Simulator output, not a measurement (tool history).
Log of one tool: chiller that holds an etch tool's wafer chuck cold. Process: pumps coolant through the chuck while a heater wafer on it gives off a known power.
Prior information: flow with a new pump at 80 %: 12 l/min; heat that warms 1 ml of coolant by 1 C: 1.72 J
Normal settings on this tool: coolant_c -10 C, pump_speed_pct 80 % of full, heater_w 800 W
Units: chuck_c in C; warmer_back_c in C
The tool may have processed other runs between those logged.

Run 1, hour 0: usual settings. Result: chuck_c -2.6 C, warmer_back_c 2.41 C.
Run 2, hour 68.8: usual settings. Result: chuck_c -2.7 C, warmer_back_c 2.41 C.
Run 3, hour 196.6: usual settings. Result: chuck_c -2.3 C, warmer_back_c 2.42 C.
Run 4, hour 288.8: usual settings. Result: chuck_c -2.5 C, warmer_back_c 2.39 C.
Run 5, hour 420.5: usual settings. Result: chuck_c -2.3 C, warmer_back_c 2.42 C.
Run 6, hour 478.6: usual settings. Result: chuck_c -2.2 C, warmer_back_c 2.45 C.
Run 7, hour 595.3: usual settings but pump_speed_pct 90 % of full. Result: chuck_c -2.9 C, warmer_back_c 2.15 C.
Run 8, hour 665.4: usual settings. Result: chuck_c -2.2 C, warmer_back_c 2.42 C.
Run 9, hour 774.2: usual settings. Result: chuck_c -1.9 C, warmer_back_c 2.48 C.
At hour 855.4: coolant changed, channels flushed.
Run 10, hour 880.8: usual settings. Result: chuck_c -2.8 C, warmer_back_c 2.47 C.
Run 11, hour 995.7: usual settings. Result: chuck_c -3 C, warmer_back_c 2.5 C.
Run 12, hour 1091.8: usual settings. Result: chuck_c -3.1 C, warmer_back_c 2.5 C.
Run 13, hour 1152.4: usual settings but pump_speed_pct 72 % of full. Result: chuck_c -2.5 C, warmer_back_c 2.77 C.
Run 14, hour 1229.4: usual settings but pump_speed_pct 72 % of full. Result: chuck_c -2.1 C, warmer_back_c 2.84 C.
Run 15, hour 1296: usual settings but pump_speed_pct 72 % of full. Result: chuck_c -2.2 C, warmer_back_c 2.79 C.
Run 16, hour 1424.5: usual settings but heater_w 930 W. Result: chuck_c -1.6 C, warmer_back_c 2.87 C.
Run 17, hour 1487.6: usual settings but coolant_c -4 C, pump_speed_pct 100 % of full, heater_w 930 W. Result: chuck_c 3.2 C, warmer_back_c 2.27 C.
Run 18, hour 1550.7: usual settings but coolant_c -12 C, pump_speed_pct 85 % of full, heater_w 415 W. Result: chuck_c -7.9 C, warmer_back_c 1.24 C.
Run 19, hour 1646.1: usual settings but coolant_c -13 C, pump_speed_pct 68 % of full, heater_w 606 W. Result: chuck_c -6.5 C, warmer_back_c 2.29 C.
Run 20, hour 1789.2: usual settings but coolant_c -13 C, pump_speed_pct 68 % of full, heater_w 606 W. Result: chuck_c -6.3 C, warmer_back_c 2.28 C.
Run 21, hour 1903.4: usual settings but coolant_c -13 C, pump_speed_pct 96 % of full, heater_w 606 W. Result: chuck_c -7.8 C, warmer_back_c 1.59 C.
Run 22, hour 2020: usual settings but coolant_c -11 C, pump_speed_pct 96 % of full, heater_w 1109 W. Result: chuck_c -1.7 C, warmer_back_c 2.94 C.
Run 23, hour 2105.4: usual settings but pump_speed_pct 93 % of full, heater_w 1087 W. Result: chuck_c -0.8 C, warmer_back_c 2.97 C.
Run 24, hour 2204.9: usual settings but coolant_c -9 C, pump_speed_pct 73 % of full, heater_w 923 W. Result: chuck_c 0.5 C, warmer_back_c 3.3 C.
Run 25, hour 2317.3: usual settings but coolant_c -16 C, pump_speed_pct 61 % of full, heater_w 502 W. Result: chuck_c -9.7 C, warmer_back_c 2.18 C.
At hour 2385: chiller's thermometer calibrated.
Run 26, hour 2408.4: usual settings but pump_speed_pct 61 % of full, heater_w 895 W. Result: chuck_c 0 C, warmer_back_c 3.88 C.
Run 27, hour 2477.8: usual settings but pump_speed_pct 61 % of full, heater_w 895 W. Result: chuck_c -0.1 C, warmer_back_c 3.89 C.
Run 28, hour 2539.2: usual settings but coolant_c -8 C, pump_speed_pct 100 % of full, heater_w 887 W. Result: chuck_c -1.2 C, warmer_back_c 2.25 C.
Run 29, hour 2650.5: usual settings but coolant_c -8 C, pump_speed_pct 100 % of full, heater_w 887 W. Result: chuck_c -1.1 C, warmer_back_c 2.32 C.
Run 30, hour 2763: usual settings but coolant_c -14 C, pump_speed_pct 100 % of full, heater_w 546 W. Result: chuck_c -9.9 C, warmer_back_c 1.38 C.
Run 31, hour 2891.5: usual settings but coolant_c -16 C, pump_speed_pct 99 % of full. Result: chuck_c -9.9 C, warmer_back_c 2.12 C.
Run 32, hour 2959.5: usual settings but coolant_c -16 C, pump_speed_pct 99 % of full. Result: chuck_c -9.4 C, warmer_back_c 2.09 C.

Below are 4 alternative next runs, each starting from the tool's condition after run 32. Predict each:
Run A, hour 3092.2: usual settings but pump_speed_pct 73 % of full, heater_w 997 W. Result: chuck_c ?, warmer_back_c ?.
Run B, hour 3092.2: usual settings but pump_speed_pct 88 % of full. Result: chuck_c ?, warmer_back_c ?.
Run C, hour 3092.2: usual settings but coolant_c -16 C, pump_speed_pct 66 % of full. Result: chuck_c ?, warmer_back_c ?.
Run D, hour 3092.2: usual settings but coolant_c 0 C, pump_speed_pct 95 % of full, heater_w 902 W. Result: chuck_c ?, warmer_back_c ?.

run  chuck_c  warmer_back_c
  A        0           3.66
  B     -2.9           2.38
  C     -7.3           3.24
  D      7.5            2.5
Without the tool's unlogged condition, the same runs would have read:
run  chuck_c  warmer_back_c
  A     -1.8           3.21
  B     -4.2           2.09
  C     -8.9           2.85
  D      6.1            2.2
